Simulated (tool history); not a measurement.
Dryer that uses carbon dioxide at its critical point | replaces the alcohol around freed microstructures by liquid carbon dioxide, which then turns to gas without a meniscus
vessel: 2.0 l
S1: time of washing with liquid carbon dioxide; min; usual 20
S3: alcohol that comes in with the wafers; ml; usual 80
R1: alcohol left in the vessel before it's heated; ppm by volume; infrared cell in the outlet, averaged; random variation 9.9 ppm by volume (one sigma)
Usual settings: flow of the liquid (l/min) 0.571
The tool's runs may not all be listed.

run 1 hour=0 | S1=20 flow_of_the_liquid_(l/min)=0.571 S3=80 | R1=716
run 2 hour=26.4 | S1=20 flow_of_the_liquid_(l/min)=0.571 S3=80 | R1=737
run 3 hour=63.7 | S1=20 flow_of_the_liquid_(l/min)=0.571 S3=80 | R1=748
run 4 hour=108 | S1=20 flow_of_the_liquid_(l/min)=0.571 S3=61 | R1=617
run 5 hour=133.1 | S1=20 flow_of_the_liquid_(l/min)=0.571 S3=21 | R1=227
run 6 hour=153.9 | S1=19 flow_of_the_liquid_(l/min)=0.571 S3=21 | R1=267
run 7 hour=191.2 | S1=20 flow_of_the_liquid_(l/min)=0.571 S3=44 | R1=476
run 8 hour=234.5 | S1=20 flow_of_the_liquid_(l/min)=0.571 S3=44 | R1=485
run 9 hour=277.6 | S1=17 flow_of_the_liquid_(l/min)=0.571 S3=80 | R1=1552
run 10 hour=310 | S1=17 flow_of_the_liquid_(l/min)=0.571 S3=80 | R1=1565
run 11 hour=343 | S1=29 flow_of_the_liquid_(l/min)=0.571 S3=80 | R1=208
run 12 hour=365.2 | S1=20 flow_of_the_liquid_(l/min)=0.587 S3=80 | R1=827
run 13 hour=391.3 | S1=20 flow_of_the_liquid_(l/min)=0.587 S3=80 | R1=883
run 14 hour=423.7 | S1=20 flow_of_the_liquid_(l/min)=0.587 S3=80 | R1=865
-- hour=439.9 inlet filter changed
run 15 hour=468.9 | S1=20 flow_of_the_liquid_(l/min)=0.587 S3=35 | R1=292
run 16 hour=499.8 | S1=31 flow_of_the_liquid_(l/min)=0.352 S3=32 | R1=344
run 17 hour=518.2 | S1=16 flow_of_the_liquid_(l/min)=0.406 S3=27 | R1=1322
run 18 hour=562.7 | S1=31 flow_of_the_liquid_(l/min)=0.4 S3=38 | R1=263
run 19 hour=593.1 | S1=31 flow_of_the_liquid_(l/min)=0.4 S3=38 | R1=276
run 20 hour=627.7 | S1=32 flow_of_the_liquid_(l/min)=0.471 S3=35 | R1=157
run 21 hour=666.1 | S1=32 flow_of_the_liquid_(l/min)=0.471 S3=35 | R1=159
run 22 hour=690.2 | S1=18 flow_of_the_liquid_(l/min)=0.494 S3=22 | R1=532
-- hour=705.6 purifier's bed changed
run 23 hour=728.4 | S1=18 flow_of_the_liquid_(l/min)=0.797 S3=113 | R1=352

Forecast each of these 4 alternatives for the next run:
run A hour=747.3 | S1=20 flow_of_the_liquid_(l/min)=0.627 S3=80 | R1=?
run B hour=747.3 | S1=27 flow_of_the_liquid_(l/min)=0.391 S3=36 | R1=?
run C hour=747.3 | S1=13 flow_of_the_liquid_(l/min)=0.73 S3=80 | R1=?
run D hour=747.3 | S1=20 flow_of_the_liquid_(l/min)=0.532 S3=80 | R1=?

run=A R1=478
run=B R1=407
run=C R1=1415
run=D R1=896
Without the tool's hidden state the same runs would have given:
run=A R1=387
run=B R1=340
run=C R1=1211
run=D R1=750

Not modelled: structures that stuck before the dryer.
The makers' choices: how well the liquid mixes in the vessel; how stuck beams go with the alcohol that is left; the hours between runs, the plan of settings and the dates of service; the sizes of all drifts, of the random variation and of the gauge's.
